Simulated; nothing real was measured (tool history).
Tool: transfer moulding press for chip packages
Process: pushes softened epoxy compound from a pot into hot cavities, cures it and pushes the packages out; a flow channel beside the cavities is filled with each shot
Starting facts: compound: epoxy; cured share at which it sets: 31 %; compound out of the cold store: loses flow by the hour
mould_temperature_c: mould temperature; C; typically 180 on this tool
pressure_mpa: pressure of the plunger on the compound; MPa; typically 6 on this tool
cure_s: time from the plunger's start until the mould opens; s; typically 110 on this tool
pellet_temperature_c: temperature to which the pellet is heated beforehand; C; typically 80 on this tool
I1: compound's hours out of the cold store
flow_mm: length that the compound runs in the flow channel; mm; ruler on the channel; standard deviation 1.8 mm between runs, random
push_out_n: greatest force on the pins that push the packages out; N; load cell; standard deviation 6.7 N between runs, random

{"run": 1, "hour": 0.0, "mould_temperature_c": 180, "pressure_mpa": 6, "cure_s": 110, "pellet_temperature_c": 80, "I1": 10.9, "flow_mm": 698, "push_out_n": 461}
{"hour": 32.3, "done": "plunger's sealing rings changed"}
{"hour": 49.7, "done": "cavities cleaned with cleaning compound and waxed"}
{"run": 2, "hour": 67.2, "mould_temperature_c": 187, "pressure_mpa": 6, "cure_s": 110, "pellet_temperature_c": 80, "I1": 28.3, "flow_mm": 659, "push_out_n": 274}
{"run": 3, "hour": 120.4, "mould_temperature_c": 187, "pressure_mpa": 5.13, "cure_s": 110, "pellet_temperature_c": 80, "I1": 46.7, "flow_mm": 549, "push_out_n": 385}
{"hour": 151.5, "done": "cavities cleaned with cleaning compound and waxed"}
{"run": 4, "hour": 189.5, "mould_temperature_c": 187, "pressure_mpa": 5.13, "cure_s": 110, "pellet_temperature_c": 80, "I1": 22.7, "flow_mm": 622, "push_out_n": 332}
{"run": 5, "hour": 222.9, "mould_temperature_c": 180, "pressure_mpa": 6, "cure_s": 110, "pellet_temperature_c": 80, "I1": 30.9, "flow_mm": 647, "push_out_n": 482}
{"hour": 256.9, "done": "cavities cleaned with cleaning compound and waxed"}
{"run": 6, "hour": 259.3, "mould_temperature_c": 180, "pressure_mpa": 6, "cure_s": 110, "pellet_temperature_c": 80, "I1": 20.3, "flow_mm": 680, "push_out_n": 285}
{"run": 7, "hour": 306.4, "mould_temperature_c": 180, "pressure_mpa": 6, "cure_s": 132, "pellet_temperature_c": 80, "I1": 28, "flow_mm": 652, "push_out_n": 357}
{"run": 8, "hour": 342.8, "mould_temperature_c": 180, "pressure_mpa": 6, "cure_s": 110, "pellet_temperature_c": 80, "I1": 21.2, "flow_mm": 673, "push_out_n": 514}
{"hour": 361.0, "done": "cavities cleaned with cleaning compound and waxed"}
{"run": 9, "hour": 408.3, "mould_temperature_c": 180, "pressure_mpa": 6, "cure_s": 110, "pellet_temperature_c": 80, "I1": 19.8, "flow_mm": 678, "push_out_n": 454}
{"run": 10, "hour": 457.0, "mould_temperature_c": 180, "pressure_mpa": 6, "cure_s": 102, "pellet_temperature_c": 80, "I1": 41.8, "flow_mm": 597, "push_out_n": 585}
{"hour": 463.8, "done": "cavities cleaned with cleaning compound and waxed"}
{"run": 11, "hour": 499.9, "mould_temperature_c": 180, "pressure_mpa": 6, "cure_s": 110, "pellet_temperature_c": 80, "I1": 24.1, "flow_mm": 654, "push_out_n": 419}
{"hour": 566.0, "done": "cavities cleaned with cleaning compound and waxed"}
{"run": 12, "hour": 570.3, "mould_temperature_c": 180, "pressure_mpa": 6, "cure_s": 110, "pellet_temperature_c": 80, "I1": 24.6, "flow_mm": 649, "push_out_n": 288}
{"hour": 608.8, "done": "plunger's sealing rings changed"}
{"run": 13, "hour": 611.9, "mould_temperature_c": 180, "pressure_mpa": 5.48, "cure_s": 128, "pellet_temperature_c": 77, "I1": 39.3, "flow_mm": 604, "push_out_n": 351}
{"run": 14, "hour": 647.3, "mould_temperature_c": 180, "pressure_mpa": 5.48, "cure_s": 128, "pellet_temperature_c": 77, "I1": 23.9, "flow_mm": 653, "push_out_n": 413}
{"hour": 673.7, "done": "cavities cleaned with cleaning compound and waxed"}
{"hour": 709.2, "done": "mould's thermocouples calibrated"}
{"run": 15, "hour": 716.7, "mould_temperature_c": 180, "pressure_mpa": 5.48, "cure_s": 128, "pellet_temperature_c": 77, "I1": 11.1, "flow_mm": 694, "push_out_n": 335}
{"run": 16, "hour": 762.9, "mould_temperature_c": 180, "pressure_mpa": 5.48, "cure_s": 128, "pellet_temperature_c": 77, "I1": 12.2, "flow_mm": 689, "push_out_n": 432}
{"hour": 779.9, "done": "cavities cleaned with cleaning compound and waxed"}
{"run": 17, "hour": 826.7, "mould_temperature_c": 180, "pressure_mpa": 6, "cure_s": 94, "pellet_temperature_c": 71, "I1": 32.8, "flow_mm": 643, "push_out_n": 625}
{"run": 18, "hour": 855.7, "mould_temperature_c": 180, "pressure_mpa": 6, "cure_s": 94, "pellet_temperature_c": 71, "I1": 26, "flow_mm": 662, "push_out_n": 701}
{"hour": 884.6, "done": "cavities cleaned with cleaning compound and waxed"}
{"run": 19, "hour": 912.4, "mould_temperature_c": 182, "pressure_mpa": 6, "cure_s": 94, "pellet_temperature_c": 71, "I1": 39.4, "flow_mm": 613, "push_out_n": 458}
{"run": 20, "hour": 961.0, "mould_temperature_c": 182, "pressure_mpa": 7.37, "cure_s": 110, "pellet_temperature_c": 73, "I1": 28.1, "flow_mm": 714, "push_out_n": 453}
{"hour": 988.8, "done": "cavities cleaned with cleaning compound and waxed"}
{"run": 21, "hour": 1010.0, "mould_temperature_c": 182, "pressure_mpa": 7.37, "cure_s": 110, "pellet_temperature_c": 73, "I1": 11.1, "flow_mm": 786, "push_out_n": 328}
{"run": 22, "hour": 1077.2, "mould_temperature_c": 185, "pressure_mpa": 5.82, "cure_s": 110, "pellet_temperature_c": 80, "I1": 36, "flow_mm": 598, "push_out_n": 430}
{"hour": 1094.3, "done": "cavities cleaned with cleaning compound and waxed"}
{"run": 23, "hour": 1114.5, "mould_temperature_c": 185, "pressure_mpa": 7.01, "cure_s": 146, "pellet_temperature_c": 80, "I1": 31.2, "flow_mm": 671, "push_out_n": 260}
{"hour": 1184.6, "done": "plunger's sealing rings changed"}
{"run": 24, "hour": 1184.6, "mould_temperature_c": 174, "pressure_mpa": 6, "cure_s": 110, "pellet_temperature_c": 89, "I1": 33.1, "flow_mm": 658, "push_out_n": 681}

Below, some changes in flow_mm between adjacent runs. For each, the amount present without the hidden state too (settings, incoming material, random variation) and the amount remaining for the hidden state with gauge scatter not shared by both compared results:
Unlogged tool condition in this case: true mould temperature over the reading, C; pressure that reaches the compound, % of what is set; grip of the stained cavities, % over clean ones'; drift of the gauge itself on flow_mm, %; drift of the gauge itself on push_out_n, %.
Run 1 -> 2: mould_temperature_c 180 -> 187, plunger's sealing rings changed, cavities cleaned with cleaning compound and waxed. flow_mm -39 mm: hidden state +37, all else -76.
Run 2 -> 3: pressure_mpa 6 -> 5.13. flow_mm -110 mm: hidden state -2, all else -108.
Run 12 -> 13: pressure_mpa 6 -> 5.48, cure_s 110 -> 128, pellet_temperature_c 80 -> 77, plunger's sealing rings changed. flow_mm -45 mm: hidden state +32, all else -77.
Run 21 -> 22: mould_temperature_c 182 -> 185, pressure_mpa 7.37 -> 5.82, pellet_temperature_c 73 -> 80. flow_mm -188 mm: hidden state +3, all else -191.

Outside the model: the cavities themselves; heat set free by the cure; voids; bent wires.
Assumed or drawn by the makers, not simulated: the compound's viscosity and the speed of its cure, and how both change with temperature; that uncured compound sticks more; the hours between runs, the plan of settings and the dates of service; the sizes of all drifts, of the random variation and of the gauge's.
